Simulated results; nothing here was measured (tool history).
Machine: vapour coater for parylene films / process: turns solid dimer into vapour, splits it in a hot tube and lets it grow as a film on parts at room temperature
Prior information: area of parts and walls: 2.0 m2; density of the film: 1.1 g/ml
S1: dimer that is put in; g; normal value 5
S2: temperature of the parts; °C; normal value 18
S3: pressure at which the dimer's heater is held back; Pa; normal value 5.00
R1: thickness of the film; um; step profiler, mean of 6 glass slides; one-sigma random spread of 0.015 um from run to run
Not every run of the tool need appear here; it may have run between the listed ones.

run	hour	S1	S2	S3	R1
1	0.0	5	18	5.00	1.67
2	24.4	5	25	5.00	1.46
3	65.6	5	25	5.00	1.44
4	93.4	5	18	5.00	1.65
5	132.4	5	18	5.00	1.64
6	171.8	5	18	5.00	1.65
7	204.8	5	18	5.00	1.64
# hour 209.6: table's thermometer calibrated
8	229.6	8	18	5.00	2.60
9	275.6	5	18	3.94	1.74
10	300.9	5	18	3.94	1.73
# hour 321.0: table's thermometer calibrated, once more
11	332.4	5	18	3.94	1.72
12	367.0	5	18	3.94	1.71
# hour 373.6: trap's valve overhauled
13	415.3	5	18	3.94	1.86
14	440.1	7	18	5.00	2.43
15	478.2	5	11	4.62	2.06
16	509.6	5	11	4.62	2.05
17	540.2	5	29	6.09	1.33
18	577.7	5	29	6.09	1.33
19	603.5	5	18	5.34	1.67
20	639.7	3	25	5.00	0.91
21	674.4	4	23	5.58	1.23
22	725.0	4	23	5.58	1.21
23	753.2	8	11	5.00	3.12
24	784.6	8	13	2.82	3.39
25	828.3	6	18	9.55	1.74

Pick out some run-to-run changes in R1. Of each, how much would a tool without hidden state show as well, from the settings, what came in and chance, and how much is left for the hidden state and any gauge scatter not in both results compared?
Hidden state at play: vapour lost through the trap's worn valve, %; true temperature of the parts over the reading, C; drift of the gauge itself on film_um, %.
Run 7 -> 8: S1 5 -> 8, table's thermometer calibrated. R1 +0.96 um: hidden state -0.08, all else +1.04.
Run 12 -> 13: trap's valve overhauled. R1 +0.15 um: hidden state +0.13, all else +0.02.
Run 22 -> 23: S1 4 -> 8, S2 23 -> 11, S3 5.58 -> 5.00. R1 +1.91 um: hidden state -0.07, all else +1.98.
Run 24 -> 25: S1 8 -> 6, S2 13 -> 18, S3 2.82 -> 9.55. R1 -1.65 um: hidden state +0.05, all else -1.70.
